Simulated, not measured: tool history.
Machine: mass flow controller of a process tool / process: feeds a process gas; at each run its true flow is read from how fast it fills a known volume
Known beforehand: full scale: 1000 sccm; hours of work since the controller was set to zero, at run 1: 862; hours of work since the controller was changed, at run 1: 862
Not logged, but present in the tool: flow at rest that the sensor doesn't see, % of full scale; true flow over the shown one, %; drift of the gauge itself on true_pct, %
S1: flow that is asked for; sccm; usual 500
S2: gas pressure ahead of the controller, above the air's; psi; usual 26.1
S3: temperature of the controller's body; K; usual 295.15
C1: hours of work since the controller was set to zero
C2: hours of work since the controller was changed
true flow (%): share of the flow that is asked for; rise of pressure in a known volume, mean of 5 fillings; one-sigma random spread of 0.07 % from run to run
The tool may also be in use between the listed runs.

{"run": 1, "day": 0.0, "S1": 500, "S2": 26.1, "S3": 295.15, "C1": 862, "C2": 862, "true flow (%)": 99.44}
{"run": 2, "day": 3.329, "S1": 500, "S2": 26.1, "S3": 295.15, "C1": 924, "C2": 924, "true flow (%)": 99.59}
{"run": 3, "day": 5.446, "S1": 500, "S2": 26.1, "S3": 302.15, "C1": 963, "C2": 963, "true flow (%)": 99.81}
{"run": 4, "day": 7.133, "S1": 500, "S2": 26.1, "S3": 302.15, "C1": 994, "C2": 994, "true flow (%)": 99.63}
{"run": 5, "day": 9.375, "S1": 500, "S2": 23.1, "S3": 302.15, "C1": 1035, "C2": 1035, "true flow (%)": 99.75}
{"run": 6, "day": 12.929, "S1": 500, "S2": 23.1, "S3": 302.15, "C1": 1100, "C2": 1100, "true flow (%)": 99.6}
{"run": 7, "day": 15.238, "S1": 500, "S2": 23.1, "S3": 302.15, "C1": 1143, "C2": 1143, "true flow (%)": 99.68}
{"run": 8, "day": 17.617, "S1": 793, "S2": 26.1, "S3": 295.15, "C1": 1186, "C2": 1186, "true flow (%)": 99.52}
{"run": 9, "day": 20.354, "S1": 793, "S2": 26.1, "S3": 295.15, "C1": 1237, "C2": 1237, "true flow (%)": 99.39}
{"run": 10, "day": 22.033, "S1": 793, "S2": 26.1, "S3": 295.15, "C1": 1267, "C2": 1267, "true flow (%)": 99.56}
{"run": 11, "day": 25.821, "S1": 793, "S2": 26.1, "S3": 295.15, "C1": 1337, "C2": 1337, "true flow (%)": 99.53}
{"run": 12, "day": 28.121, "S1": 793, "S2": 26.1, "S3": 295.15, "C1": 1379, "C2": 1379, "true flow (%)": 99.43}
{"run": 13, "day": 30.238, "S1": 793, "S2": 32.1, "S3": 295.15, "C1": 1418, "C2": 1418, "true flow (%)": 99.62}
{"run": 14, "day": 34.033, "S1": 793, "S2": 32.1, "S3": 295.15, "C1": 1488, "C2": 1488, "true flow (%)": 99.67}
{"run": 15, "day": 36.917, "S1": 500, "S2": 26.1, "S3": 295.15, "C1": 1541, "C2": 1541, "true flow (%)": 99.47}
{"run": 16, "day": 38.758, "S1": 500, "S2": 26.1, "S3": 295.15, "C1": 1575, "C2": 1575, "true flow (%)": 99.45}
{"run": 17, "day": 40.962, "S1": 500, "S2": 26.1, "S3": 295.15, "C1": 1615, "C2": 1615, "true flow (%)": 99.45}
{"run": 18, "day": 43.1, "S1": 500, "S2": 26.1, "S3": 295.15, "C1": 1655, "C2": 1655, "true flow (%)": 99.52}
{"run": 19, "day": 46.192, "S1": 500, "S2": 26.1, "S3": 295.15, "C1": 1712, "C2": 1712, "true flow (%)": 99.48}
{"run": 20, "day": 49.471, "S1": 500, "S2": 26.1, "S3": 295.15, "C1": 1772, "C2": 1772, "true flow (%)": 99.5}
{"run": 21, "day": 51.058, "S1": 500, "S2": 26.1, "S3": 295.15, "C1": 1801, "C2": 1801, "true flow (%)": 99.44}
{"run": 22, "day": 53.821, "S1": 500, "S2": 26.1, "S3": 295.15, "C1": 1852, "C2": 1852, "true flow (%)": 99.43}
{"day": 54.096, "done": "controller's zero set anew"}
{"run": 23, "day": 55.662, "S1": 500, "S2": 26.1, "S3": 295.15, "C1": 29, "C2": 1885, "true flow (%)": 99.98}
{"run": 24, "day": 58.696, "S1": 500, "S2": 26.1, "S3": 295.15, "C1": 85, "C2": 1941, "true flow (%)": 100.08}
{"run": 25, "day": 62.238, "S1": 500, "S2": 26.1, "S3": 295.15, "C1": 150, "C2": 2006, "true flow (%)": 99.93}
{"run": 26, "day": 64.058, "S1": 500, "S2": 26.1, "S3": 295.15, "C1": 183, "C2": 2040, "true flow (%)": 99.97}
{"run": 27, "day": 65.838, "S1": 500, "S2": 26.1, "S3": 295.15, "C1": 216, "C2": 2072, "true flow (%)": 99.9}
{"run": 28, "day": 69.038, "S1": 563, "S2": 35.4, "S3": 308.15, "C1": 275, "C2": 2131, "true flow (%)": 100.78}
{"run": 29, "day": 70.842, "S1": 105, "S2": 35.4, "S3": 308.15, "C1": 308, "C2": 2164, "true flow (%)": 106.06}
{"run": 30, "day": 73.821, "S1": 500, "S2": 24.4, "S3": 300.15, "C1": 363, "C2": 2219, "true flow (%)": 100.15}
{"run": 31, "day": 75.471, "S1": 500, "S2": 28.6, "S3": 311.15, "C1": 393, "C2": 2249, "true flow (%)": 100.76}
{"day": 76.392, "done": "controller's zero set anew, once more"}
{"run": 32, "day": 77.733, "S1": 500, "S2": 24.1, "S3": 311.15, "C1": 25, "C2": 2291, "true flow (%)": 99.18}
{"run": 33, "day": 79.908, "S1": 977, "S2": 26.1, "S3": 295.15, "C1": 65, "C2": 2331, "true flow (%)": 98.81}
{"run": 34, "day": 82.092, "S1": 224, "S2": 29, "S3": 303.15, "C1": 105, "C2": 2371, "true flow (%)": 98.88}
{"run": 35, "day": 85.371, "S1": 489, "S2": 33.6, "S3": 305.15, "C1": 165, "C2": 2431, "true flow (%)": 99.09}
{"run": 36, "day": 89.05, "S1": 100, "S2": 26.1, "S3": 305.15, "C1": 233, "C2": 2499, "true flow (%)": 99.22}
{"run": 37, "day": 91.204, "S1": 185, "S2": 31.5, "S3": 296.15, "C1": 272, "C2": 2538, "true flow (%)": 98.63}
{"run": 38, "day": 92.929, "S1": 905, "S2": 36.3, "S3": 295.15, "C1": 304, "C2": 2570, "true flow (%)": 99.21}
{"run": 39, "day": 96.058, "S1": 905, "S2": 36.3, "S3": 295.15, "C1": 362, "C2": 2627, "true flow (%)": 99.02}
{"run": 40, "day": 97.896, "S1": 639, "S2": 31.6, "S3": 301.15, "C1": 395, "C2": 2661, "true flow (%)": 98.86}
{"run": 41, "day": 100.521, "S1": 176, "S2": 22.5, "S3": 295.15, "C1": 444, "C2": 2710, "true flow (%)": 98.37}
{"run": 42, "day": 103.021, "S1": 462, "S2": 31.2, "S3": 298.15, "C1": 490, "C2": 2755, "true flow (%)": 98.73}
{"run": 43, "day": 106.2, "S1": 236, "S2": 35.5, "S3": 295.15, "C1": 548, "C2": 2814, "true flow (%)": 98.75}
{"run": 44, "day": 109.704, "S1": 236, "S2": 35.5, "S3": 295.15, "C1": 612, "C2": 2878, "true flow (%)": 98.9}
{"run": 45, "day": 111.417, "S1": 716, "S2": 29.3, "S3": 308.15, "C1": 644, "C2": 2910, "true flow (%)": 99.32}
{"run": 46, "day": 113.479, "S1": 121, "S2": 28.9, "S3": 298.15, "C1": 682, "C2": 2948, "true flow (%)": 99.47}
{"run": 47, "day": 117.042, "S1": 496, "S2": 29.6, "S3": 303.15, "C1": 747, "C2": 3013, "true flow (%)": 99.06}
{"run": 48, "day": 119.529, "S1": 496, "S2": 23.1, "S3": 303.15, "C1": 793, "C2": 3059, "true flow (%)": 98.77}

Measured minus without-hidden-state, run by run (identical run-to-run variation in each term; gauge scatter may differ):
run=1 true_flow_(%)=+0.1
run=2 true_flow_(%)=+0.1
run=3 true_flow_(%)=+0.1
run=4 true_flow_(%)=+0.1
run=5 true_flow_(%)=+0.1
run=6 true_flow_(%)=+0.1
run=7 true_flow_(%)=+0.11
run=8 true_flow_(%)=-0.1
run=9 true_flow_(%)=-0.1
run=10 true_flow_(%)=-0.11
run=11 true_flow_(%)=-0.12
run=12 true_flow_(%)=-0.12
run=13 true_flow_(%)=-0.13
run=14 true_flow_(%)=-0.14
run=15 true_flow_(%)=+0.12
run=16 true_flow_(%)=+0.13
run=17 true_flow_(%)=+0.13
run=18 true_flow_(%)=+0.12
run=19 true_flow_(%)=+0.13
run=20 true_flow_(%)=+0.13
run=21 true_flow_(%)=+0.13
run=22 true_flow_(%)=+0.13
run=23 true_flow_(%)=+0.6
run=24 true_flow_(%)=+0.6
run=25 true_flow_(%)=+0.61
run=26 true_flow_(%)=+0.6
run=27 true_flow_(%)=+0.61
run=28 true_flow_(%)=+0.44
run=29 true_flow_(%)=+6.15
run=30 true_flow_(%)=+0.61
run=31 true_flow_(%)=+0.6
run=32 true_flow_(%)=-0.88
run=33 true_flow_(%)=-0.91
run=34 true_flow_(%)=-0.79
run=35 true_flow_(%)=-0.88
run=36 true_flow_(%)=-0.35
run=37 true_flow_(%)=-0.63
run=38 true_flow_(%)=-0.95
run=39 true_flow_(%)=-0.96
run=40 true_flow_(%)=-0.91
run=41 true_flow_(%)=-0.45
run=42 true_flow_(%)=-0.85
run=43 true_flow_(%)=-0.56
run=44 true_flow_(%)=-0.52
run=45 true_flow_(%)=-0.96
run=46 true_flow_(%)=+0.2
run=47 true_flow_(%)=-0.85
run=48 true_flow_(%)=-0.85
